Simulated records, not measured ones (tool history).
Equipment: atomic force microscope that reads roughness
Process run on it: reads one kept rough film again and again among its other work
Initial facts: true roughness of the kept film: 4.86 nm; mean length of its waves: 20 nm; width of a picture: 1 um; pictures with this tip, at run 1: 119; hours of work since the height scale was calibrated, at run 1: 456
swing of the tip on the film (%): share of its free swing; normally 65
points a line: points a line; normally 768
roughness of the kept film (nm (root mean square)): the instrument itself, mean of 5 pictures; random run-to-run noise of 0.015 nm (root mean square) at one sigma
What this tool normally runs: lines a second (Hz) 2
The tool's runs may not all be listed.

| run | hour | lines a second (Hz) | swing of the tip on the film (%) | points a line | pictures with this tip | hours of work since the height scale was calibrated | roughness of the kept film (nm (root mean square)) |
|---|---|---|---|---|---|---|---|
| 1 | 0 | 2 | 65 | 768 | 119 | 456 | 2.582 |
| 2 | 36.8 | 2 | 65 | 768 | 186 | 476 | 2.297 |
|  | 62.8 | new tip fitted |
| 3 | 73.7 | 2 | 80 | 768 | 20 | 495 | 3.16 |
| 4 | 116 | 2 | 80 | 768 | 98 | 518 | 2.605 |
| 5 | 155.2 | 2 | 80 | 768 | 170 | 539 | 2.228 |
| 6 | 177.1 | 2 | 65 | 768 | 210 | 551 | 2.253 |
|  | 189.8 | new tip fitted |
| 7 | 210.3 | 2 | 65 | 768 | 37 | 569 | 3.246 |
| 8 | 246.2 | 2 | 65 | 768 | 103 | 588 | 2.801 |
| 9 | 273.7 | 2 | 65 | 768 | 154 | 603 | 2.499 |

Expected results for the next run?
| 10 | 305 | 2 | 65 | 768 | 211 | 620 | ? |

Logged for run 10: roughness of the kept film (nm (root mean square)) 2.261.
With no hidden state in the tool, this same run would have given roughness of the kept film (nm (root mean square)) 3.673.

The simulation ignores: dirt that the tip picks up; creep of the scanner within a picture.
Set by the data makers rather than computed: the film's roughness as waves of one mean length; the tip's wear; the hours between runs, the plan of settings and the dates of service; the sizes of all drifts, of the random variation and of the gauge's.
